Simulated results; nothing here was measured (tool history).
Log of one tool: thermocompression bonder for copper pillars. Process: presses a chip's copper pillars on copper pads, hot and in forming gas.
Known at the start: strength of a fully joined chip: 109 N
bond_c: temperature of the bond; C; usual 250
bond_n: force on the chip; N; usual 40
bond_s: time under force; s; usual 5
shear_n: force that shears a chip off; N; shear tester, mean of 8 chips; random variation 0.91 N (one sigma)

| run | hour | bond_c | bond_n | bond_s | shear_n |
|---|---|---|---|---|---|
| 1 | 0 | 250 | 40 | 5 | 71.9 |
| 2 | 10.9 | 250 | 40 | 12 | 86.6 |
| 3 | 31.6 | 250 | 52 | 5 | 81.8 |
| 4 | 50.5 | 250 | 52 | 5 | 82.1 |
| 5 | 72.8 | 250 | 52 | 5 | 81.1 |
| 6 | 87.4 | 250 | 52 | 5 | 81.2 |
| 7 | 108.7 | 250 | 40 | 5 | 70.3 |
| 8 | 132 | 250 | 40 | 5 | 70.4 |
| 9 | 149.8 | 250 | 40 | 5 | 70 |
| 10 | 168.2 | 261 | 52 | 7 | 89.8 |
| 11 | 180.6 | 224 | 40 | 8 | 55.2 |
| 12 | 192.4 | 250 | 58 | 8 | 88.5 |
|  | 196.9 | forming gas filter changed |
| 13 | 210.1 | 242 | 40 | 3 | 58.6 |

The next listed run, before its measurement:
| 14 | 223.5 | 242 | 40 | 3 | ? |

Run 14 gave shear_n 60 N.
Without the tool's hidden state the same run would have given shear_n 59.9 N.
